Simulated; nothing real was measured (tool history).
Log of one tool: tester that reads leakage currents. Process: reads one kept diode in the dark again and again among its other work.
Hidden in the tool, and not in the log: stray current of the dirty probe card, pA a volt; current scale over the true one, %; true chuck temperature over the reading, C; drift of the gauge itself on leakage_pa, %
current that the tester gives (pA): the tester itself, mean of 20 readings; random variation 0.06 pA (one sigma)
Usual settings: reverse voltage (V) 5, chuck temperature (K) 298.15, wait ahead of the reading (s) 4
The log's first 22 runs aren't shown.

| run | hour | reverse voltage (V) | chuck temperature (K) | wait ahead of the reading (s) | hours of work since the probe card was cleaned | hours of work since the tester was calibrated | hours of work since the chuck was calibrated | current that the tester gives (pA) |
|---|---|---|---|---|---|---|---|---|
| 23 | 867.7 | 13.26 | 321.15 | 4 | 2293 | 848 | 959 | 116.08 |
| 24 | 912.3 | 5 | 303.15 | 0.55 | 2325 | 880 | 991 | 28 |
| 25 | 950.6 | 11.8 | 303.15 | 0.55 | 2353 | 908 | 1019 | 50.32 |
| 26 | 989.6 | 5 | 298.15 | 9.16 | 2381 | 936 | 1047 | 19.84 |
| 27 | 1034.2 | 5 | 298.15 | 9.16 | 2414 | 968 | 1080 | 20.04 |
| 28 | 1061.2 | 5 | 298.15 | 9.16 | 2433 | 988 | 1099 | 20.15 |
| 29 | 1084.3 | 5 | 298.15 | 9.16 | 2450 | 1005 | 1116 | 20.24 |
| 30 | 1117 | 5 | 298.15 | 9.16 | 2473 | 1028 | 1139 | 20.39 |
| 31 | 1164.1 | 10.8 | 298.15 | 0.89 | 2507 | 1062 | 1173 | 38.76 |
| 32 | 1200.3 | 7 | 322.15 | 0.89 | 2534 | 1088 | 1200 | 93.91 |
|  | 1211.2 | probe card cleaned and baked |
| 33 | 1228.3 | 1.51 | 322.15 | 0.89 | 12 | 1106 | 1218 | 42.48 |
| 34 | 1265.6 | 1.51 | 322.15 | 0.89 | 39 | 1133 | 1245 | 42.74 |
| 35 | 1288.9 | 1.51 | 322.15 | 0.89 | 56 | 1150 | 1261 | 42.95 |
| 36 | 1314.3 | 5 | 325.15 | 1.88 | 75 | 1169 | 1280 | 85.82 |
| 37 | 1363.5 | 5 | 325.15 | 1.88 | 110 | 1204 | 1315 | 85.9 |
| 38 | 1417.9 | 5 | 325.15 | 1.88 | 149 | 1243 | 1355 | 86.22 |
| 39 | 1443.1 | 5 | 325.15 | 1.88 | 168 | 1262 | 1373 | 86.28 |
| 40 | 1495.3 | 7.28 | 297.15 | 5.7 | 205 | 1299 | 1411 | 14.42 |

Run 41 comes next. What will it give?
| 41 | 1552.4 | 2.28 | 312.15 | 2.61 | 247 | 1341 | 1452 | ? |

current that the tester gives (pA): 25.57
Without the tool's hidden state the same run would have given current that the tester gives (pA) 22.72.
